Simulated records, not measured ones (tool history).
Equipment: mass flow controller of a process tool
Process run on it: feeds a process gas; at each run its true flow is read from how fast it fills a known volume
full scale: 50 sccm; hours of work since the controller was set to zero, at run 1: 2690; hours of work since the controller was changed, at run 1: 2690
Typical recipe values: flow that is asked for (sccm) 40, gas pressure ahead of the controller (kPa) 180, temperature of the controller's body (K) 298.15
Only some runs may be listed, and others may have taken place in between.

run      day  flow that is asked for (sccm)  gas pressure ahead of the controller (kPa)  temperature of the controller's body (K)  hours of work since the controller was set to zero  hours of work since the controller was changed  true flow (%)
  1        0                             40                                         180                                    298.15                                                2690                                            2690          99.81
  2    7.392                             40                                         180                                    298.15                                                2826                                            2826           99.6
  3   11.538                             40                                         180                                    298.15                                                2902                                            2902          99.83
  4   18.454                             40                                         180                                    298.15                                                3029                                            3029          99.81
  5   26.204                             40                                         180                                    298.15                                                3172                                            3172          99.68
  6   33.908                             40                                         180                                    298.15                                                3314                                            3314          99.75
  7     39.8                             40                                         180                                    298.15                                                3422                                            3422          99.79
  8   44.083                             40                                         180                                    298.15                                                3501                                            3501          99.78
  9   48.779                             40                                         180                                    298.15                                                3587                                            3587          99.76
 10       56                             40                                         180                                    298.15                                                3720                                            3720          99.89
 11   59.817                              5                                         180                                    298.15                                                3790                                            3790          94.79
 12     63.3                              7                                         180                                    298.15                                                3854                                            3854          95.93
 13   71.012                              7                                         180                                    298.15                                                3996                                            3996          95.84
 14   75.379                              7                                         180                                    298.15                                                4077                                            4077          95.88
 15   81.229                             10                                         146                                    298.15                                                4184                                            4184           96.7
 16   86.254                             15                                         265                                    299.15                                                4277                                            4277           98.1
 17   93.471                             15                                         265                                    299.15                                                4410                                            4410          98.06
 18   98.854                             15                                         265                                    299.15                                                4509                                            4509          98.11
 19  103.258                             15                                         265                                    299.15                                                4590                                            4590          98.02
 20  109.862                             13                                         270                                    301.15                                                4711                                            4711          97.87
 21  116.825                             40                                         149                                    300.15                                                4839                                            4839          99.94
 22  124.067                             21                                         171                                    311.15                                                4973                                            4973          99.06
 23  131.054                              6                                         234                                    305.15                                                5101                                            5101          95.44
 24  138.896                              6                                         234                                    305.15                                                5245                                            5245          95.31
 25  146.542                             42                                         241                                    303.15                                                5386                                            5386         100.58

Run 26 comes next. What will it give?
 26  153.938                             36                                         197                                    295.15                                                5522                                            5522              ?

{"run 26": {"true flow (%)": 99.61}}
The same run, on a tool lacking any hidden state, would have yielded true flow (%) 99.11.
